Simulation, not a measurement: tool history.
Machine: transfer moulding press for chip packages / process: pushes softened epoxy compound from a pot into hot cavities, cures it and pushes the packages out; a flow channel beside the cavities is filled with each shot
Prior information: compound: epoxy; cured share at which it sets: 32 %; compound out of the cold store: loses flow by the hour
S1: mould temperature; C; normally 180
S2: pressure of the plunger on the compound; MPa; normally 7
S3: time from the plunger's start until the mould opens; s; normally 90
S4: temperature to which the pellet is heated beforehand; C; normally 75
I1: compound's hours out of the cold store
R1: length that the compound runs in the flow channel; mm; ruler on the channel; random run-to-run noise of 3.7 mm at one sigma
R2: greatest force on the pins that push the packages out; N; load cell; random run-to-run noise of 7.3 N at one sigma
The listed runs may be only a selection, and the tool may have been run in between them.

run	hour	S1	S2	S3	S4	I1	R1	R2
1	0	180	7	90	75	15.1	1005	308
2	10.1	180	7	90	75	39.6	842	361
3	25	180	7	90	75	18.2	978	440
4	44.1	180	7	90	75	46.2	808	488
5	63.9	180	7	90	75	43.5	814	513
# hour 66.8: cavities cleaned with cleaning compound and waxed
6	84	180	7	90	75	35.5	863	392
7	103.5	180	7	124	75	25.8	921	436
8	122	180	6.65	90	75	13.8	970	506
# hour 132.9: cavities cleaned with cleaning compound and waxed
9	145	180	6.65	90	75	44	780	375
10	160.4	180	6.65	90	75	15.8	953	456
11	170.9	180	6.44	103	83	21.2	897	462
12	189.7	180	5.64	91	75	10.3	909	504
# hour 195.4: plunger's sealing rings changed
# hour 202.1: cavities cleaned with cleaning compound and waxed
13	206.5	180	5.64	91	75	35.7	806	322
14	217	180	5.64	91	70	13.4	937	394
15	239.2	180	8.39	91	70	24.9	1055	459
16	255.9	187	7	80	75	21.4	955	492
# hour 268.2: cavities cleaned with cleaning compound and waxed
17	278.7	176	7	73	75	40.5	874	528
18	289.5	176	7	73	75	29.7	944	625
# hour 300.1: mould's thermocouples calibrated
19	305.3	176	7	73	75	20.7	998	769
20	319.8	182	8.26	116	78	9.6	1156	481

Here are 4 independent what-if runs from the current tool condition. What would each one return?
# hour 336.3: cavities cleaned with cleaning compound and waxed
A	343.2	186	8.26	89	71	34.2	?	?
# hour 336.3: cavities cleaned with cleaning compound and waxed
B	343.2	180	7.95	90	75	39.6	?	?
# hour 336.3: cavities cleaned with cleaning compound and waxed
C	343.2	178	6.17	90	70	23.3	?	?
# hour 336.3: cavities cleaned with cleaning compound and waxed
D	343.2	182	8.26	130	78	45.7	?	?

run	R1	R2
A	948	335
B	917	354
C	912	376
D	891	329
With no hidden state in the tool, these same runs would have given:
run	R1	R2
A	967	291
B	935	307
C	930	327
D	909	285

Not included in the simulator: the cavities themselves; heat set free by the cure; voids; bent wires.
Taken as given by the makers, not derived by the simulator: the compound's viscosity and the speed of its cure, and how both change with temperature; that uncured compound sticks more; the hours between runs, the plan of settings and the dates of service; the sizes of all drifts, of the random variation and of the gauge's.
